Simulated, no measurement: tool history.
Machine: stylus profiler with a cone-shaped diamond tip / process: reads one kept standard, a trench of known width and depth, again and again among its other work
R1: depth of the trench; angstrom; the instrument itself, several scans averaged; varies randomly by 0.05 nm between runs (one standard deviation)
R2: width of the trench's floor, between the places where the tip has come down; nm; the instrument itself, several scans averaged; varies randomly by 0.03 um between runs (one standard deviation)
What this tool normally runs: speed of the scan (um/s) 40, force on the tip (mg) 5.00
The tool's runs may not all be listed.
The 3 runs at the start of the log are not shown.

run 4 hour=75.3 | speed_of_the_scan_(um/s)=40 force_on_the_tip_(mg)=5.00 | R1=1022.1 R2=97830
run 5 hour=93.0 | speed_of_the_scan_(um/s)=40 force_on_the_tip_(mg)=5.00 | R1=1021.7 R2=97830
run 6 hour=109.4 | speed_of_the_scan_(um/s)=40 force_on_the_tip_(mg)=5.00 | R1=1020.7 R2=97840
run 7 hour=127.1 | speed_of_the_scan_(um/s)=40 force_on_the_tip_(mg)=5.00 | R1=1021.1 R2=97800
run 8 hour=153.6 | speed_of_the_scan_(um/s)=40 force_on_the_tip_(mg)=5.00 | R1=1020.5 R2=97800
run 9 hour=176.9 | speed_of_the_scan_(um/s)=40 force_on_the_tip_(mg)=5.00 | R1=1021.0 R2=97820
run 10 hour=210.0 | speed_of_the_scan_(um/s)=40 force_on_the_tip_(mg)=5.00 | R1=1020.5 R2=97840
run 11 hour=227.5 | speed_of_the_scan_(um/s)=40 force_on_the_tip_(mg)=5.00 | R1=1020.7 R2=97870
run 12 hour=253.6 | speed_of_the_scan_(um/s)=40 force_on_the_tip_(mg)=5.00 | R1=1020.8 R2=97820
run 13 hour=286.3 | speed_of_the_scan_(um/s)=40 force_on_the_tip_(mg)=5.00 | R1=1020.4 R2=97850
run 14 hour=317.1 | speed_of_the_scan_(um/s)=40 force_on_the_tip_(mg)=5.00 | R1=1021.4 R2=97830
run 15 hour=345.1 | speed_of_the_scan_(um/s)=40 force_on_the_tip_(mg)=5.00 | R1=1020.6 R2=97810
run 16 hour=376.8 | speed_of_the_scan_(um/s)=34 force_on_the_tip_(mg)=5.00 | R1=1021.6 R2=97830
run 17 hour=411.4 | speed_of_the_scan_(um/s)=34 force_on_the_tip_(mg)=5.00 | R1=1020.8 R2=97840
run 18 hour=441.4 | speed_of_the_scan_(um/s)=34 force_on_the_tip_(mg)=5.00 | R1=1021.0 R2=97870
run 19 hour=460.2 | speed_of_the_scan_(um/s)=13 force_on_the_tip_(mg)=5.00 | R1=1020.5 R2=97940
run 20 hour=475.6 | speed_of_the_scan_(um/s)=13 force_on_the_tip_(mg)=5.00 | R1=1021.3 R2=97930
run 21 hour=507.0 | speed_of_the_scan_(um/s)=13 force_on_the_tip_(mg)=6.02 | R1=1023.7 R2=97930
run 22 hour=537.4 | speed_of_the_scan_(um/s)=19 force_on_the_tip_(mg)=5.00 | R1=1021.3 R2=97930
run 23 hour=571.4 | speed_of_the_scan_(um/s)=19 force_on_the_tip_(mg)=5.00 | R1=1020.7 R2=97910

Run 24 has not been measured yet. What should we expect?
run 24 hour=590.4 | speed_of_the_scan_(um/s)=19 force_on_the_tip_(mg)=5.72 | R1=? R2=?

Run 24 yielded R1 1022.8 angstrom, R2 97920 nm.
Minus the tool's unlogged condition, the same run would have read R1 1022.9 angstrom, R2 97930 nm.
